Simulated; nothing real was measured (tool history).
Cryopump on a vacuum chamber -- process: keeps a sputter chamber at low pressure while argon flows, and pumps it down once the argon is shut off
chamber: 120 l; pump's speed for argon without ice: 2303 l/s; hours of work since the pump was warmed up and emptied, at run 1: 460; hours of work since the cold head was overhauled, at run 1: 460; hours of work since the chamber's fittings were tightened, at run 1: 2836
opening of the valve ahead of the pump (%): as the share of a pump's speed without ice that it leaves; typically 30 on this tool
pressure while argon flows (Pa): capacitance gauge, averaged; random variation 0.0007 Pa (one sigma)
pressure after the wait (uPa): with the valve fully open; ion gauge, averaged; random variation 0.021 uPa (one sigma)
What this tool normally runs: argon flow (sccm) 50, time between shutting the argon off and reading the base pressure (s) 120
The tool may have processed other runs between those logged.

run,hour,argon flow (sccm),time between shutting the argon off and reading the base pressure (s),opening of the valve ahead of the pump (%),hours of work since the pump was warmed up and emptied,hours of work since the cold head was overhauled,hours of work since the chamber's fittings were tightened,pressure while argon flows (Pa),pressure after the wait (uPa)
1,0,50,120,30,460,460,2836,0.1308,0.96
# hour 20: pump warmed up, emptied and cooled again
2,24.5,50,120,30,3,471,2848,0.1229,0.82
3,42.9,50,120,30,13,482,2858,0.1239,0.83
4,56.6,50,120,47,21,490,2866,0.078,0.81
5,70.6,50,120,47,29,498,2874,0.0784,0.86
6,81.9,50,120,16,36,504,2881,0.23,0.83
7,98.7,50,120,16,45,514,2891,0.229,0.83
8,117.2,50,120,16,56,525,2901,0.2297,0.83
9,137.1,43,120,16,68,536,2913,0.1968,0.82
10,155,43,120,16,78,546,2923,0.1997,0.84
11,164.7,43,183,16,84,552,2929,0.1992,0.73
12,173,43,183,16,88,557,2934,0.1986,0.7
13,190.3,43,183,16,98,567,2944,0.1984,0.71
14,210.4,50,120,17,110,578,2955,0.2187,0.86
15,230.5,50,120,17,122,590,2967,0.2193,0.83
16,245.2,50,120,17,130,599,2975,0.2188,0.84
17,254,72,120,30,135,604,2980,0.179,0.87
18,264.5,85,120,15,141,610,2987,0.4214,0.87
19,283.1,30,120,24,152,621,2997,0.0924,0.85
20,303,46,120,30,164,632,3009,0.1157,0.86
21,322,38,120,47,175,643,3020,0.0618,0.89
22,342.2,38,120,47,186,655,3031,0.062,0.91
23,362.4,50,55,37,198,666,3043,0.1022,1.34
24,376.9,50,263,20,206,675,3051,0.1867,0.66
25,393.1,50,107,30,216,684,3061,0.1271,0.94
26,404.5,50,107,30,222,691,3067,0.1261,0.97
27,414.1,62,69,30,228,696,3073,0.158,1.12
28,424.5,62,69,30,234,702,3079,0.1565,1.17
29,439.9,66,163,50,243,711,3088,0.1018,0.8
30,459.8,36,120,54,254,723,3099,0.052,0.92
31,471.9,36,120,54,261,730,3106,0.0531,0.9
32,483.8,32,252,26,268,737,3113,0.0935,0.75
33,501.7,79,120,30,278,747,3124,0.2006,0.9

Pick out some run-to-run changes in pressure while argon flows (Pa). Of each, how much would a tool without hidden state show as well, from the settings, what came in and chance, and how much is left for the hidden state and any gauge scatter not in both results compared?
The tool's hidden condition here consists of: pump's speed, % of a pump's without ice; cold plate's temperature, K; leak into the chamber, uPa l/s; drift of the gauge itself on working_pa, %; drift of the gauge itself on base_upa, %.
Run 1 -> 2: pump warmed up, emptied and cooled again. pressure while argon flows (Pa) -0.0079: hidden state -0.0092, all else +0.0013.
Run 5 -> 6: opening of the valve ahead of the pump (%) 47 -> 16. pressure while argon flows (Pa) +0.1516: hidden state +0.0001, all else +0.1515.
Run 17 -> 18: argon flow (sccm) 72 -> 85, opening of the valve ahead of the pump (%) 30 -> 15. pressure while argon flows (Pa) +0.2424: hidden state +0.0009, all else +0.2415.
Run 18 -> 19: argon flow (sccm) 85 -> 30, opening of the valve ahead of the pump (%) 15 -> 24. pressure while argon flows (Pa) -0.329: hidden state -0.0029, all else -0.3261.
Run 32 -> 33: argon flow (sccm) 32 -> 79, time between shutting the argon off and reading the base pressure (s) 252 -> 120, opening of the valve ahead of the pump (%) 26 -> 30. pressure while argon flows (Pa) +0.1071: hidden state +0.0051, all else +0.102.

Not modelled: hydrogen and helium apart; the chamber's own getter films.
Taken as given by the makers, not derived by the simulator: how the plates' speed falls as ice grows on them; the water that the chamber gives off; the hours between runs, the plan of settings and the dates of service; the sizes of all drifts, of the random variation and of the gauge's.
